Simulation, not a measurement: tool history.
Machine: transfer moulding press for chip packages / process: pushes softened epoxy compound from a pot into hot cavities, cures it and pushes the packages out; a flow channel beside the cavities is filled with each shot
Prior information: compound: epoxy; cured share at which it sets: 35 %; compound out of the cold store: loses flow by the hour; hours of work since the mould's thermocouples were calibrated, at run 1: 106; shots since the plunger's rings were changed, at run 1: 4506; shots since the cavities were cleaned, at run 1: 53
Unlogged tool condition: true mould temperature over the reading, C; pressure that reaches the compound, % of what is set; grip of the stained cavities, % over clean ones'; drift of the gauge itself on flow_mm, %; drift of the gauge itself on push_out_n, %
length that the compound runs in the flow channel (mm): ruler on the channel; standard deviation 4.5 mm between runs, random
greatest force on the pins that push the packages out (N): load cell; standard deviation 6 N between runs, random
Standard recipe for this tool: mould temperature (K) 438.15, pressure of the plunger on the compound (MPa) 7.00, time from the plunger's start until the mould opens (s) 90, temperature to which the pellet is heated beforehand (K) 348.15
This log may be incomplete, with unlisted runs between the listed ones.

run	hour	mould temperature (K)	pressure of the plunger on the compound (MPa)	time from the plunger's start until the mould opens (s)	temperature to which the pellet is heated beforehand (K)	hours of work since the mould's thermocouples were calibrated	shots since the plunger's rings were changed	shots since the cavities were cleaned	incoming compound's hours out of the cold store	length that the compound runs in the flow channel (mm)	greatest force on the pins that push the packages out (N)
1	0.0	438.15	7.00	90	348.15	106	4506	53	22.4	629	247
2	10.4	438.15	7.00	90	348.15	114	4660	207	10.9	680	319
3	15.3	438.15	7.00	90	348.15	117	4732	279	32.9	586	330
4	23.8	438.15	7.00	90	346.15	124	4858	405	41.9	559	358
5	30.9	438.15	7.00	90	346.15	129	4964	511	20.6	635	395
6	42.1	438.15	7.00	90	346.15	138	5129	676	22.5	621	432
7	49.4	438.15	7.00	90	346.15	144	5237	784	45.7	549	409
8	58.8	438.15	7.00	90	346.15	151	5375	922	9.2	679	482
9	67.0	438.15	7.00	90	346.15	157	5498	1045	10.5	675	484
# hour 69.4: cavities cleaned with cleaning compound and waxed
10	79.1	438.15	7.00	90	346.15	165	5653	144	11.4	670	313
11	84.8	438.15	7.00	90	346.15	170	5737	228	44.9	556	308
12	95.4	438.15	7.00	90	348.15	178	5895	386	11.1	663	392
13	103.7	438.15	7.00	90	348.15	184	6017	508	25.5	607	400
14	112.3	438.15	7.00	90	348.15	191	6144	635	30.9	588	413
15	117.1	432.15	7.00	90	348.15	195	6215	706	12.3	673	649
16	124.4	435.15	6.36	79	347.15	200	6323	814	46.1	513	661
17	129.1	431.15	6.17	96	357.15	204	6393	884	45.2	522	592
18	139.4	434.15	6.17	94	357.15	212	6545	1036	22.6	583	557
# hour 142.3: cavities cleaned with cleaning compound and waxed
19	150.3	434.15	6.17	94	357.15	219	6683	117	25.9	572	330
20	155.8	434.15	7.89	95	357.15	223	6765	199	8.2	723	375
# hour 158.4: mould's thermocouples calibrated
# hour 164.4: plunger's sealing rings changed
21	169.9	434.15	7.89	95	357.15	7	81	341	32.6	665	406
22	175.7	438.15	8.03	90	348.15	11	167	427	29.5	682	374
23	184.9	438.15	6.15	77	341.15	18	303	563	19.6	626	591
24	192.3	438.15	6.15	77	341.15	24	412	672	30.3	587	620
25	201.8	438.15	7.75	90	342.15	31	553	813	17.2	710	477
26	207.8	431.15	7.75	80	342.15	36	641	901	17.0	736	1020
# hour 218.0: mould's thermocouples calibrated, once more
27	218.7	431.15	7.75	77	342.15	1	774	1034	18.0	718	1144
# hour 221.9: cavities cleaned with cleaning compound and waxed
28	225.1	431.15	7.75	77	342.15	4	845	47	27.5	682	589
29	235.5	431.15	7.75	77	341.15	12	999	201	10.1	760	791

Consider 4 possible next runs. They are alternatives, not a sequence: every one starts from the tool as it was left by run 29. What does each give?
A	244.9	438.15	7.00	90	349.15	20	1138	340	32.9	?	?
B	244.9	431.15	6.85	77	341.15	20	1138	340	27.0	?	?
C	244.9	438.15	7.00	79	352.15	20	1138	340	20.4	?	?
D	244.9	431.15	7.75	102	349.15	20	1138	340	11.1	?	?

run	length that the compound runs in the flow channel (mm)	greatest force on the pins that push the packages out (N)
A	607	357
B	652	849
C	654	470
D	752	478
With no hidden state in the tool, these same runs would have given:
run	length that the compound runs in the flow channel (mm)	greatest force on the pins that push the packages out (N)
A	613	223
B	659	517
C	660	286
D	759	292
